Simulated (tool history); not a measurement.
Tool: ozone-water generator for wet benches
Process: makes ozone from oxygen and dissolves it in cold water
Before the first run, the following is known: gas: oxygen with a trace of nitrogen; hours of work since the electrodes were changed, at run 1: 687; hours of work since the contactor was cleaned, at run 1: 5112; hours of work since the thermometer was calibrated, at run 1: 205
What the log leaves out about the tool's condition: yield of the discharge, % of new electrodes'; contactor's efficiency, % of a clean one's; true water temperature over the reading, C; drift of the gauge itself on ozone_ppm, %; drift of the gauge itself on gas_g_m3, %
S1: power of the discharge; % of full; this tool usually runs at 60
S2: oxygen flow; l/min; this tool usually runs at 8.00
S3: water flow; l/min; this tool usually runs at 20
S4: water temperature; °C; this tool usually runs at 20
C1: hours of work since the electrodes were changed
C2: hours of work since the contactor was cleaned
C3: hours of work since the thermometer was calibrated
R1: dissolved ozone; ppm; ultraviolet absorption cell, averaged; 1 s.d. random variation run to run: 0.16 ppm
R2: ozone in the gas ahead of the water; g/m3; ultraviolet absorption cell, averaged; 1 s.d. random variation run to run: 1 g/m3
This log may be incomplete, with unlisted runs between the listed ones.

| run | hour | S1 | S2 | S3 | S4 | C1 | C2 | C3 | R1 | R2 |
|---|---|---|---|---|---|---|---|---|---|---|
| 1 | 0.0 | 60 | 8.00 | 20 | 20 | 687 | 5112 | 205 | 19.4 | 175.7 |
| 2 | 48.2 | 60 | 8.00 | 20 | 20 | 727 | 5151 | 245 | 19.2 | 178.2 |
| 3 | 108.5 | 60 | 8.00 | 20 | 20 | 776 | 5201 | 294 | 19.1 | 176.6 |
| 4 | 165.8 | 60 | 8.00 | 20 | 20 | 823 | 5248 | 341 | 19.3 | 177.1 |
| 5 | 200.2 | 60 | 8.00 | 20 | 20 | 851 | 5276 | 369 | 19.5 | 177.6 |
| 6 | 268.1 | 60 | 8.00 | 20 | 20 | 907 | 5331 | 425 | 19.1 | 175.8 |
| 7 | 329.2 | 60 | 8.00 | 21 | 20 | 957 | 5381 | 475 | 18.5 | 175.3 |
| 8 | 390.8 | 60 | 8.00 | 21 | 20 | 1007 | 5432 | 525 | 18.4 | 174.3 |
| 9 | 460.2 | 82 | 8.00 | 20 | 20 | 1064 | 5489 | 582 | 22.8 | 210.8 |
| 10 | 508.8 | 60 | 8.00 | 20 | 20 | 1104 | 5529 | 622 | 18.9 | 174.7 |
| 11 | 553.3 | 60 | 8.00 | 20 | 20 | 1141 | 5565 | 659 | 18.9 | 175.6 |
| 12 | 615.1 | 60 | 8.00 | 20 | 20 | 1191 | 5616 | 709 | 18.6 | 174.2 |
| 13 | 661.5 | 60 | 8.00 | 28 | 20 | 1229 | 5654 | 747 | 14.3 | 173.3 |
| 14 | 731.2 | 60 | 8.00 | 28 | 20 | 1286 | 5711 | 804 | 14.4 | 174.1 |
| 15 | 784.2 | 60 | 8.00 | 28 | 15 | 1330 | 5754 | 848 | 15.3 | 175.3 |
| 16 | 828.5 | 60 | 4.67 | 20 | 20 | 1366 | 5791 | 884 | 21.0 | 251.6 |
|  | 863.6 | contactor cleaned |
| 17 | 885.6 | 60 | 4.67 | 20 | 20 | 1410 | 18 | 928 | 22.8 | 248.5 |
| 18 | 934.8 | 56 | 8.00 | 30 | 14 | 1450 | 58 | 968 | 15.6 | 167.1 |
| 19 | 991.8 | 56 | 5.60 | 30 | 27 | 1496 | 105 | 1015 | 13.5 | 212.3 |
| 20 | 1042.1 | 56 | 10.94 | 22 | 27 | 1538 | 146 | 1056 | 14.3 | 132.1 |
| 21 | 1108.1 | 56 | 10.94 | 22 | 27 | 1592 | 200 | 1110 | 14.5 | 132.9 |
| 22 | 1153.7 | 56 | 10.94 | 22 | 27 | 1629 | 238 | 1147 | 14.5 | 134.5 |
| 23 | 1183.1 | 56 | 10.94 | 22 | 17 | 1653 | 262 | 1171 | 17.6 | 132.2 |
| 24 | 1248.0 | 56 | 10.94 | 22 | 17 | 1706 | 315 | 1224 | 17.5 | 133.7 |
| 25 | 1315.8 | 56 | 8.97 | 15 | 16 | 1762 | 370 | 1280 | 24.7 | 151.4 |
| 26 | 1348.4 | 56 | 8.97 | 15 | 16 | 1789 | 397 | 1307 | 24.6 | 152.5 |
| 27 | 1409.3 | 60 | 4.20 | 20 | 22 | 1839 | 447 | 1357 | 22.2 | 265.4 |
| 28 | 1458.9 | 60 | 4.20 | 20 | 22 | 1879 | 488 | 1397 | 22.0 | 268.3 |
| 29 | 1502.4 | 52 | 8.12 | 24 | 17 | 1915 | 523 | 1433 | 16.8 | 155.8 |
| 30 | 1553.2 | 51 | 8.00 | 31 | 20 | 1956 | 565 | 1474 | 12.9 | 155.6 |
| 31 | 1607.1 | 78 | 6.50 | 13 | 18 | 2001 | 609 | 1519 | 34.0 | 228.8 |
| 32 | 1646.9 | 89 | 11.00 | 13 | 25 | 2033 | 642 | 1551 | 25.7 | 172.9 |

Pick out some run-to-run changes in R1. Of each, how much would a tool without hidden state show as well, from the settings, what came in and chance, and how much is left for the hidden state and any gauge scatter not in both results compared?
Run 8 -> 9: S1 60 -> 82, S3 21 -> 20. R1 +4.4 ppm: hidden state -0.8, all else +5.2.
Run 16 -> 17: contactor cleaned. R1 +1.8 ppm: hidden state +2.0, all else -0.2.
Run 17 -> 18: S1 60 -> 56, S2 4.67 -> 8.00, S3 20 -> 30, S4 20 -> 14. R1 -7.2 ppm: hidden state +0.3, all else -7.5.
Run 30 -> 31: S1 51 -> 78, S2 8.00 -> 6.50, S3 31 -> 13, S4 20 -> 18. R1 +21.1 ppm: hidden state -2.0, all else +23.1.
Run 31 -> 32: S1 78 -> 89, S2 6.50 -> 11.00, S4 18 -> 25. R1 -8.3 ppm: hidden state +0.6, all else -8.9.
